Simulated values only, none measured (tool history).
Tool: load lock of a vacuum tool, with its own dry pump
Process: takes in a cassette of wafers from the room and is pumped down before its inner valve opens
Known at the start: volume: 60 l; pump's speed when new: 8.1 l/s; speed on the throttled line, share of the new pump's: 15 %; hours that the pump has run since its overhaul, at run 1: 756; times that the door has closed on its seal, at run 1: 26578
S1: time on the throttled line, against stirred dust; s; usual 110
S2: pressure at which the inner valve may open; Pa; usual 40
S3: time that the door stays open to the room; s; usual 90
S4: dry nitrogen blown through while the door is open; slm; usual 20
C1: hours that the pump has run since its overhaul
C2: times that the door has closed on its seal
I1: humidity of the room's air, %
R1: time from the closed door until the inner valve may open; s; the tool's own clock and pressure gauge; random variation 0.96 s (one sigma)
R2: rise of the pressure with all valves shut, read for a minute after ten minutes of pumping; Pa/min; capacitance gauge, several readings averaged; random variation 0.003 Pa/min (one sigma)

run 1 hour=0.0 | S1=110 S2=40 S3=90 S4=20 | C1=756 C2=26578 | I1=44.6 | R1=151.1 R2=0.137
run 2 hour=86.6 | S1=110 S2=68 S3=90 S4=20 | C1=842 C2=26966 | I1=44.7 | R1=148.3 R2=0.133
run 3 hour=151.0 | S1=110 S2=64 S3=90 S4=20 | C1=907 C2=27254 | I1=45.1 | R1=149.1 R2=0.140
run 4 hour=217.7 | S1=110 S2=28 S3=90 S4=20 | C1=973 C2=27553 | I1=45.0 | R1=156.1 R2=0.148
run 5 hour=337.9 | S1=110 S2=40 S3=90 S4=20 | C1=1094 C2=28091 | I1=43.3 | R1=153.5 R2=0.155
run 6 hour=453.3 | S1=110 S2=40 S3=90 S4=20 | C1=1209 C2=28607 | I1=47.4 | R1=151.6 R2=0.151
run 7 hour=509.9 | S1=110 S2=40 S3=90 S4=20 | C1=1266 C2=28861 | I1=44.4 | R1=151.9 R2=0.147
run 8 hour=566.0 | S1=110 S2=40 S3=90 S4=20 | C1=1322 C2=29112 | I1=42.5 | R1=154.1 R2=0.149
run 9 hour=654.3 | S1=110 S2=40 S3=90 S4=20 | C1=1410 C2=29507 | I1=45.4 | R1=152.6 R2=0.162
run 10 hour=738.0 | S1=110 S2=40 S3=90 S4=20 | C1=1494 C2=29881 | I1=41.6 | R1=154.5 R2=0.156
run 11 hour=817.3 | S1=110 S2=40 S3=90 S4=20 | C1=1573 C2=30237 | I1=44.7 | R1=153.5 R2=0.153
run 12 hour=915.1 | S1=110 S2=40 S3=90 S4=20 | C1=1671 C2=30675 | I1=49.0 | R1=152.4 R2=0.161
run 13 hour=1053.8 | S1=110 S2=40 S3=90 S4=20 | C1=1809 C2=31295 | I1=46.6 | R1=152.1 R2=0.171
run 14 hour=1133.4 | S1=68 S2=40 S3=90 S4=20 | C1=1889 C2=31651 | I1=44.4 | R1=117.1 R2=0.166
run 15 hour=1199.2 | S1=68 S2=40 S3=90 S4=20 | C1=1955 C2=31946 | I1=43.4 | R1=117.0 R2=0.167
run 16 hour=1331.0 | S1=110 S2=40 S3=90 S4=20 | C1=2087 C2=32536 | I1=39.7 | R1=154.1 R2=0.164
run 17 hour=1424.9 | S1=110 S2=40 S3=90 S4=20 | C1=2180 C2=32956 | I1=44.1 | R1=154.7 R2=0.176
run 18 hour=1524.2 | S1=110 S2=40 S3=90 S4=20 | C1=2280 C2=33401 | I1=45.7 | R1=153.2 R2=0.178
run 19 hour=1600.6 | S1=110 S2=40 S3=90 S4=20 | C1=2356 C2=33743 | I1=42.5 | R1=155.0 R2=0.177
run 20 hour=1719.8 | S1=155 S2=40 S3=84 S4=9 | C1=2475 C2=34276 | I1=42.7 | R1=191.2 R2=0.195
run 21 hour=1798.0 | S1=116 S2=57 S3=46 S4=34 | C1=2554 C2=34627 | I1=41.3 | R1=154.4 R2=0.166
run 22 hour=1875.2 | S1=110 S2=38 S3=90 S4=20 | C1=2631 C2=34972 | I1=44.4 | R1=153.2 R2=0.188
run 23 hour=2000.3 | S1=110 S2=64 S3=42 S4=26 | C1=2756 C2=35532 | I1=43.9 | R1=148.1 R2=0.171
run 24 hour=2075.1 | S1=110 S2=58 S3=56 S4=26 | C1=2831 C2=35867 | I1=44.3 | R1=150.4 R2=0.171
run 25 hour=2206.5 | S1=59 S2=36 S3=35 S4=9 | C1=2962 C2=36455 | I1=48.5 | R1=111.4 R2=0.188
run 26 hour=2296.3 | S1=110 S2=40 S3=78 S4=20 | C1=3052 C2=36857 | I1=47.0 | R1=152.5 R2=0.197
run 27 hour=2427.2 | S1=110 S2=40 S3=78 S4=20 | C1=3183 C2=37443 | I1=43.2 | R1=154.0 R2=0.198
run 28 hour=2564.0 | S1=110 S2=40 S3=78 S4=20 | C1=3320 C2=38055 | I1=42.7 | R1=154.1 R2=0.193
run 29 hour=2648.8 | S1=110 S2=40 S3=90 S4=8 | C1=3404 C2=38435 | I1=44.1 | R1=153.8 R2=0.230
run 30 hour=2718.6 | S1=110 S2=40 S3=90 S4=8 | C1=3474 C2=38748 | I1=44.9 | R1=152.9 R2=0.228
run 31 hour=2845.2 | S1=110 S2=34 S3=90 S4=20 | C1=3601 C2=39314 | I1=46.6 | R1=155.1 R2=0.211
run 32 hour=2962.4 | S1=110 S2=52 S3=90 S4=20 | C1=3718 C2=39839 | I1=44.4 | R1=150.9 R2=0.224
run 33 hour=3093.8 | S1=73 S2=40 S3=90 S4=20 | C1=3849 C2=40427 | I1=47.8 | R1=123.8 R2=0.232
run 34 hour=3173.4 | S1=73 S2=55 S3=68 S4=20 | C1=3929 C2=40784 | I1=43.5 | R1=120.4 R2=0.216
run 35 hour=3282.3 | S1=213 S2=38 S3=27 S4=6 | C1=4038 C2=41271 | I1=42.7 | R1=240.6 R2=0.219
run 36 hour=3411.2 | S1=159 S2=38 S3=27 S4=6 | C1=4167 C2=41848 | I1=45.2 | R1=196.7 R2=0.222

Forecast run 37:
run 37 hour=3486.8 | S1=110 S2=46 S3=90 S4=20 | C1=4242 C2=42187 | I1=48.1 | R1=? R2=?

Run 37 gave R1 154.3 s, R2 0.239 Pa/min.
Without the tool's hidden state the same run would have given R1 151.6 s, R2 0.056 Pa/min.

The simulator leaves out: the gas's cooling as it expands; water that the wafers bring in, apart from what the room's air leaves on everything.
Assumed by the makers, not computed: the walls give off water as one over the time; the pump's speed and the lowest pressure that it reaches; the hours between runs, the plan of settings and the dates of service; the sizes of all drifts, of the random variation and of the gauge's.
